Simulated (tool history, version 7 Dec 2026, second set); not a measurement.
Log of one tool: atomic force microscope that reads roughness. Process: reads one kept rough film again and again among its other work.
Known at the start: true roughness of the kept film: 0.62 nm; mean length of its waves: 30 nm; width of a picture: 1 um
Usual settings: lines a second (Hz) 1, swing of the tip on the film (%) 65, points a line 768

run    hour  lines a second (Hz)  swing of the tip on the film (%)  points a line  roughness of the kept film (nm (root mean square))
  1       0                    1                                65            768                                               0.584
  2    33.9                    1                                65            768                                               0.571
  3      51                    1                                65            768                                               0.564
       67.1  -- new tip fitted
  4    81.6                    1                                60            768                                               0.587
  5    97.6                 2.61                                65            768                                               0.543
  6   123.3                    1                                71            768                                               0.551
      134.1  -- new tip fitted
  7   142.1                    1                                65            768                                               0.589
  8   175.6                    1                                65            768                                               0.562
      200.9  -- new tip fitted
  9   202.2                    1                                61            768                                               0.593
 10     235                    1                                61            768                                               0.577
 11   251.4                    1                                65            768                                               0.567
      268.2  -- new tip fitted
 12   273.5                 1.62                                65            768                                               0.571
 13   298.5                 1.62                                65            768                                               0.557
 14   330.4                 1.62                                65            768                                               0.544
      335.1  -- new tip fitted
 15   361.3                 1.62                                65            768                                               0.565
 16     383                 1.62                                65            768                                                0.55
 17   399.1                 1.62                                65            768                                               0.544
      402.4  -- new tip fitted
 18   413.9                 1.62                                65            768                                               0.574
 19   441.5                    1                                65            768                                               0.568
 20   466.7                    1                                65            768                                               0.558
      468.9  -- new tip fitted
 21   497.8                    1                                65            768                                               0.575
      500.9  -- height scale calibrated on a step standard
 22   528.5                    1                                65            768                                               0.562
      536.6  -- new tip fitted
 23     560                    1                                65            376                                               0.574
      592.6  -- height scale calibrated on a step standard, once more
 24   594.4                    1                                65            376                                               0.552
      605.8  -- new tip fitted
 25   617.5                    1                                65            376                                               0.577
 26   635.9                    1                                65            376                                               0.568
 27   654.2                    1                                89            375                                               0.514
      673.3  -- new tip fitted
 28   685.7                    1                                89            375                                               0.531
 29   708.2                    1                                89            375                                               0.518
 30   735.7                    1                                89            375                                               0.509
      740.2  -- new tip fitted
 31   751.9                    1                                89            375                                               0.532
 32   783.8                 1.58                                60            563                                               0.561
      808.3  -- new tip fitted
 33   809.5                  0.9                                65            768                                               0.593
 34   836.5                 1.56                                77            291                                               0.529
 35   855.4                 0.91                                89            768                                               0.521
 36   872.9                  0.8                                66            260                                                0.55
      875.6  -- new tip fitted
 37   895.7                 0.61                                65            805                                               0.585
 38   910.1                 0.61                                60            805                                               0.581
 39   923.8                 0.61                                64            805                                                0.57
      941.9  -- new tip fitted
 40   941.9                 0.61                                64            805                                                 0.6
 41   958.7                 2.62                                65            296                                               0.543
 42     983                    1                                65            812                                               0.572
     1010.1  -- new tip fitted
 43  1017.3                    1                                68            547                                               0.579
 44  1035.8                 1.69                                65            973                                               0.563
 45  1052.2                  0.6                                73            419                                               0.566
     1076.4  -- new tip fitted
 46  1081.9                  0.6                                73            419                                               0.585
 47  1108.4                  2.7                                88            768                                                0.45
 48  1127.6                 0.67                                58            353                                               0.577
     1143.3  -- new tip fitted
 49  1143.3                 0.82                                56            309                                               0.595
 50  1170.7                 0.95                                86            808                                               0.538
 51  1203.8                 0.95                                59            808                                               0.567
     1210.3  -- new tip fitted
 52    1229                 0.95                                57            808                                               0.587

3 ways to go on from here, each from the tool as it stands after run 52. What would each give?
  A  1245.1                 0.53                                65            768                                                   ?
  B  1245.1                 3.48                                57            808                                                   ?
  C  1245.1                 3.26                                65            269                                                   ?

run  roughness of the kept film (nm (root mean square))
  A                                               0.581
  B                                               0.553
  C                                               0.525
Without the tool's hidden state the same runs would have given:
run  roughness of the kept film (nm (root mean square))
  A                                               0.594
  B                                               0.567
  C                                               0.538

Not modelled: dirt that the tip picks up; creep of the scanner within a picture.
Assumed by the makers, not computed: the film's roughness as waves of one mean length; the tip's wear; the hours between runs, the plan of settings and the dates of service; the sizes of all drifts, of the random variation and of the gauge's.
